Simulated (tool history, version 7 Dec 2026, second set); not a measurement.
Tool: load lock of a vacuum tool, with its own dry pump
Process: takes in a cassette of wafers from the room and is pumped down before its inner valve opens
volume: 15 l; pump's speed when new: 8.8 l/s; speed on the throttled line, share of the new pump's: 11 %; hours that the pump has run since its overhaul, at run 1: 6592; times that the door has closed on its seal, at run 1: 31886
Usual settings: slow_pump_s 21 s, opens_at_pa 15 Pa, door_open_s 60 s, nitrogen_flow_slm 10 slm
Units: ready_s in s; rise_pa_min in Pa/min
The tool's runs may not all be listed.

run,hour,slow_pump_s,opens_at_pa,door_open_s,nitrogen_flow_slm,hours that the pump has run since its overhaul,times that the door has closed on its seal,"incoming humidity of the room's air, %",ready_s,rise_pa_min
1,0,21,15,60,10,6592,31886,46.1,34.6,0.281
2,154.4,21,15,60,10,6746,32286,43.3,34.3,0.286
3,297.7,21,15,60,10,6889,32657,44.7,34.5,0.282
4,417.9,21,16,60,10,7010,32968,41.3,34.3,0.272
5,544.1,21,15,60,10,7136,33295,45.6,34.6,0.297
6,699.5,21,15,60,10,7291,33697,41,34.3,0.291
7,887.7,21,15,60,44,7479,34184,42.6,34.6,0.275
8,1025.5,21,15,60,10,7617,34541,49.7,34.6,0.316
9,1159.6,21,26,150,25,7751,34888,43.5,33.6,0.317
10,1320.7,39,14,32,19,7912,35305,46.5,50.3,0.29
11,1520.6,21,14,32,23,8112,35823,46.3,34.9,0.297
12,1716.2,13,15,60,24,8308,36329,42.4,27.4,0.306
13,1934.3,21,15,139,39,8526,36894,44.9,34.5,0.336
# hour 2001.6: door's seal changed, seat wiped
14,2070.4,21,11,60,10,8661,178,43.7,34.9,0.087
15,2248.6,29,15,60,11,8839,639,46.9,41.3,0.088

Forecast each of these 3 alternatives for the next run:
A,2451.8,17,15,60,10,9042,1165,45.2,?,?
B,2451.8,29,15,60,5,9042,1165,47.7,?,?
C,2451.8,21,17,60,10,9042,1165,44.8,?,?

run,ready_s,rise_pa_min
A,31,0.091
B,41.6,0.099
C,34.6,0.092
Without the tool's hidden state the same runs would have given:
run,ready_s,rise_pa_min
A,30.2,0.085
B,40.8,0.093
C,33.7,0.087

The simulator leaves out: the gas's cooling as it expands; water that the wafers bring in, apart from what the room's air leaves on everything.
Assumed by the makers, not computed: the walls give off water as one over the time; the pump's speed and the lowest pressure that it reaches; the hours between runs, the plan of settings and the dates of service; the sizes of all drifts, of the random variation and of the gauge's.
